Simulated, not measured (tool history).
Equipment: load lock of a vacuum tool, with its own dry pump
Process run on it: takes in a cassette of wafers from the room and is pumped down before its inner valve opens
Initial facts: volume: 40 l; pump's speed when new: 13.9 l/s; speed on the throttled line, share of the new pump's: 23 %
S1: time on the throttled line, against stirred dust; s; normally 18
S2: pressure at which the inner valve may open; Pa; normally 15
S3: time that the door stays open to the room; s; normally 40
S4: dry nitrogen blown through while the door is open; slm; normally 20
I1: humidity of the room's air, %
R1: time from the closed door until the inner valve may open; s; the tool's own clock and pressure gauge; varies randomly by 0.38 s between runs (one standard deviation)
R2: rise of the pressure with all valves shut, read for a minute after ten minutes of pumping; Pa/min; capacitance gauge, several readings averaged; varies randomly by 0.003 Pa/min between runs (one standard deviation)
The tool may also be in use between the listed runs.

Run 1, hour 0: usual settings; I1 43.1. Result: R1 41 s, R2 0.239 Pa/min.
Run 2, hour 128.7: usual settings; I1 43.7. Result: R1 40.5 s, R2 0.241 Pa/min.
Run 3, hour 310.4: usual settings; I1 46.6. Result: R1 40.4 s, R2 0.248 Pa/min.
Run 4, hour 411.4: usual settings; I1 45.5. Result: R1 40.9 s, R2 0.251 Pa/min.
Run 5, hour 564: usual settings; I1 44. Result: R1 40.8 s, R2 0.257 Pa/min.
Run 6, hour 693.3: usual settings; I1 45.3. Result: R1 41.8 s, R2 0.261 Pa/min.
Run 7, hour 825.8: usual settings; I1 44.9. Result: R1 40.7 s, R2 0.265 Pa/min.
Run 8, hour 906: usual settings; I1 48.1. Result: R1 41.2 s, R2 0.265 Pa/min.
Run 9, hour 1062.3: usual settings; I1 47.2. Result: R1 41.8 s, R2 0.266 Pa/min.
Run 10, hour 1187.9: usual settings but S4 19 slm; I1 44.7. Result: R1 41.5 s, R2 0.276 Pa/min.
Run 11, hour 1288.5: usual settings; I1 48.1. Result: R1 41.1 s, R2 0.278 Pa/min.
Run 12, hour 1448.3: usual settings; I1 44.2. Result: R1 41.3 s, R2 0.038 Pa/min.
Run 13, hour 1540.6: usual settings but S3 146 s; I1 45.6. Result: R1 40.9 s, R2 0.058 Pa/min.
Run 14, hour 1681.8: usual settings but S3 59 s; I1 43.6. Result: R1 41 s, R2 0.04 Pa/min.
Run 15, hour 1757.6: usual settings but S1 20 s; I1 46.1. Result: R1 43.1 s, R2 0.038 Pa/min.
Run 16, hour 1934.5: usual settings but S4 9 slm; I1 42.4. Result: R1 42 s, R2 0.042 Pa/min.
Run 17, hour 2048.6: usual settings but S4 9 slm; I1 45.7. Result: R1 42 s, R2 0.047 Pa/min.
Run 18, hour 2184.1: usual settings but S4 9 slm; I1 45.1. Result: R1 41.6 s, R2 0.045 Pa/min.
Run 19, hour 2289.2: usual settings but S4 9 slm; I1 44.4. Result: R1 41.8 s, R2 0.045 Pa/min.
Run 20, hour 2426: usual settings but S2 17 Pa, S3 39 s; I1 46.1. Result: R1 41.6 s, R2 0.04 Pa/min.
Run 21, hour 2526.3: usual settings but S1 28 s, S2 17 Pa, S3 136 s, S4 13 slm; I1 44.1. Result: R1 49.2 s, R2 0.063 Pa/min.
Run 22, hour 2651.7: usual settings but S1 12 s, S2 17 Pa, S3 200 s, S4 13 slm; I1 43.9. Result: R1 35.9 s, R2 0.085 Pa/min.
Run 23, hour 2726.6: usual settings but S2 13 Pa, S3 42 s; I1 47. Result: R1 42.4 s, R2 0.043 Pa/min.
Run 24, hour 2820.2: usual settings but S1 13 s, S2 13 Pa, S3 42 s; I1 43.5. Result: R1 39.4 s, R2 0.036 Pa/min.
Run 25, hour 2947.5: usual settings but S1 30 s; I1 45.7. Result: R1 50.6 s, R2 0.047 Pa/min.
Run 26, hour 3029.4: usual settings but S1 10 s, S2 12 Pa, S3 62 s, S4 42 slm; I1 46.1. Result: R1 36.4 s, R2 0.038 Pa/min.
Run 27, hour 3110.5: usual settings but S1 10 s, S2 12 Pa, S3 62 s, S4 42 slm; I1 46.1. Result: R1 36.8 s, R2 0.043 Pa/min.
Run 28, hour 3207.3: usual settings but S4 8 slm; I1 41.1. Result: R1 42.6 s, R2 0.053 Pa/min.
Run 29, hour 3376.1: usual settings but S3 58 s, S4 16 slm; I1 46.3. Result: R1 41.6 s, R2 0.052 Pa/min.
Run 30, hour 3494.3: usual settings but S3 58 s, S4 16 slm; I1 46.4. Result: R1 41.2 s, R2 0.057 Pa/min.
Run 31, hour 3617.2: usual settings but S1 10 s; I1 43.1. Result: R1 36 s, R2 0.046 Pa/min.
Run 32, hour 3760.8: usual settings but S1 10 s; I1 46.3. Result: R1 35.9 s, R2 0.053 Pa/min.
Run 33, hour 3902.4: usual settings but S1 22 s, S3 26 s; I1 44.5. Result: R1 45.9 s, R2 0.048 Pa/min.
Run 34, hour 4072.2: usual settings but S1 27 s, S3 119 s, S4 7 slm; I1 44.3. Result: R1 49.1 s, R2 0.088 Pa/min.
Run 35, hour 4167.3: usual settings but S1 20 s, S2 13 Pa, S3 26 s, S4 41 slm; I1 45.4. Result: R1 44.7 s, R2 0.04 Pa/min.
Run 36, hour 4253.3: usual settings but S1 20 s, S2 13 Pa, S3 26 s, S4 41 slm; I1 44.9. Result: R1 44.6 s, R2 0.039 Pa/min.

Removed from this log: 1 entry logged between the listed runs. Between which two listed runs does each belong, and how does the tool's hidden state at the listed run before it compare with that at the listed run after it?
Between runs 11 and 12: door's seal changed, seat wiped (hour 1448.3)
  pump's speed, % of a new pump's: 92.3 -> 92.1; leak at the door's seal, Pa l/s: 0.1615 -> 0.002
  measured less the result without the state, R1: +1.9 -> +2 s; R2: +0.24 -> +0 Pa/min
